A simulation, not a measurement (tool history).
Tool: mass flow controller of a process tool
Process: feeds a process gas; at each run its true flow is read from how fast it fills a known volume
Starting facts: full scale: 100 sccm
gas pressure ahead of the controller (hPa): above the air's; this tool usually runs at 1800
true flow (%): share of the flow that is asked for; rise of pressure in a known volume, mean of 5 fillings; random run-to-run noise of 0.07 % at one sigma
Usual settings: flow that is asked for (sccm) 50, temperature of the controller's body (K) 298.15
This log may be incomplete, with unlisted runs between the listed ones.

run,hour,flow that is asked for (sccm),gas pressure ahead of the controller (hPa),temperature of the controller's body (K),true flow (%)
1,0.0,50,1800,298.15,96.84
2,52.9,50,1800,298.15,96.86
3,110.3,50,1800,298.15,96.77
4,174.1,50,1800,298.15,96.86
5,244.7,50,1800,309.15,95.71
6,284.1,50,1800,309.15,95.59
7,344.2,50,1800,309.15,95.56
8,379.9,50,1800,306.15,95.75
9,445.3,50,1800,306.15,95.99
10,505.8,50,1800,306.15,95.72
11,567.3,50,1800,296.15,96.95
12,600.3,50,1800,296.15,96.74
13,675.4,50,1800,298.15,96.39
14,747.2,35,1800,298.15,95.45
15,803.8,50,1800,298.15,96.32
16,869.2,50,1800,298.15,96.40
17,919.8,50,1800,298.15,96.43
18,963.4,15,1800,298.15,92.49
19,1036.0,15,2390,298.15,92.86
20,1075.5,31,1800,298.15,95.14
21,1149.4,31,1800,298.15,94.95
22,1211.0,31,1800,298.15,94.97
23,1268.4,50,1800,301.15,95.89
24,1301.6,15,1800,310.15,91.11
25,1345.1,15,1450,310.15,90.89
26,1422.7,15,2300,300.15,92.22
27,1489.4,12,2000,298.15,91.05
28,1538.5,12,2000,298.15,91.03
29,1604.8,12,2000,298.15,91.00
30,1665.8,10,2150,303.15,89.24
31,1717.6,10,2150,303.15,89.22
32,1787.4,10,2150,303.15,89.07
33,1844.1,10,2730,293.15,90.32
34,1902.8,50,1800,297.15,95.90
35,1968.2,23,2030,296.15,93.74
36,2015.3,50,2600,302.15,95.74
37,2058.4,44,2440,312.15,94.12
38,2110.6,15,2400,295.15,91.92
39,2179.3,15,1720,296.15,91.56
40,2256.3,50,1450,300.15,95.33
41,2325.6,60,1580,304.15,95.59
42,2365.7,35,1800,295.15,94.86
43,2434.7,12,1790,309.15,88.66
44,2471.5,12,1790,309.15,88.57

Each row is a separate what-if for the run after 44, all from the same tool condition, not one after another. Results?
A,2532.6,91,2000,298.15,?
B,2532.6,12,2590,309.15,?
C,2532.6,43,1690,300.15,?
D,2532.6,14,1800,298.15,?
E,2532.6,50,1910,298.15,?

run,true flow (%)
A,97.80
B,88.85
C,94.95
D,90.70
E,95.70
With no hidden state in the tool, these same runs would have given:
run,true flow (%)
A,99.79
B,96.21
C,97.85
D,97.18
E,98.36
